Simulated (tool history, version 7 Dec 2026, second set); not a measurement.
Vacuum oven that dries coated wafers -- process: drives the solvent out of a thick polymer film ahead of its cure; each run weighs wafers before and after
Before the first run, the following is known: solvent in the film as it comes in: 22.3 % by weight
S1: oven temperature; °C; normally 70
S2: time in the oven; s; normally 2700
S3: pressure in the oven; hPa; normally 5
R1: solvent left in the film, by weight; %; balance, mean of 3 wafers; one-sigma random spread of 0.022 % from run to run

run	hour	S1	S2	S3	R1
1	0	70	2700	5	1.56
2	7.7	70	2700	5	1.58
3	16.3	75	2700	5	0.7
4	24.6	75	2700	5	0.71
5	32.6	70	2700	5	1.58
6	40.1	77	2700	5	0.55
7	50.8	77	2700	5	0.54
8	59.5	70	1560	5	4.07
9	72.8	70	1560	5	4.04
10	85.3	70	1560	5	4.02
11	94.5	70	1560	5	4.03
12	101.2	70	2700	11.93	2.13
13	110.7	63	2700	7.5	4.23
14	117.4	63	1740	7.5	6.87
15	125.3	63	1740	7.5	6.91
16	131.9	63	1500	2.8	7.46
17	142.6	63	1500	16.16	8.56
18	154.6	63	1500	16.16	8.5
19	166.9	70	2700	3.32	1.42

Here are 5 independent what-if runs from the current tool condition. What would each one return?
A	174.8	71	3240	6.4	?
B	174.8	70	2700	14.19	?
C	174.8	61	3840	8.48	?
D	174.8	82	3660	3.32	?
E	174.8	70	2700	19.98	?

run	R1
A	1.04
B	2.29
C	3.38
D	0.22
E	2.74
What these runs would have given with no unlogged condition in the tool:
run	R1
A	1.09
B	2.43
C	3.6
D	0.17
E	2.89

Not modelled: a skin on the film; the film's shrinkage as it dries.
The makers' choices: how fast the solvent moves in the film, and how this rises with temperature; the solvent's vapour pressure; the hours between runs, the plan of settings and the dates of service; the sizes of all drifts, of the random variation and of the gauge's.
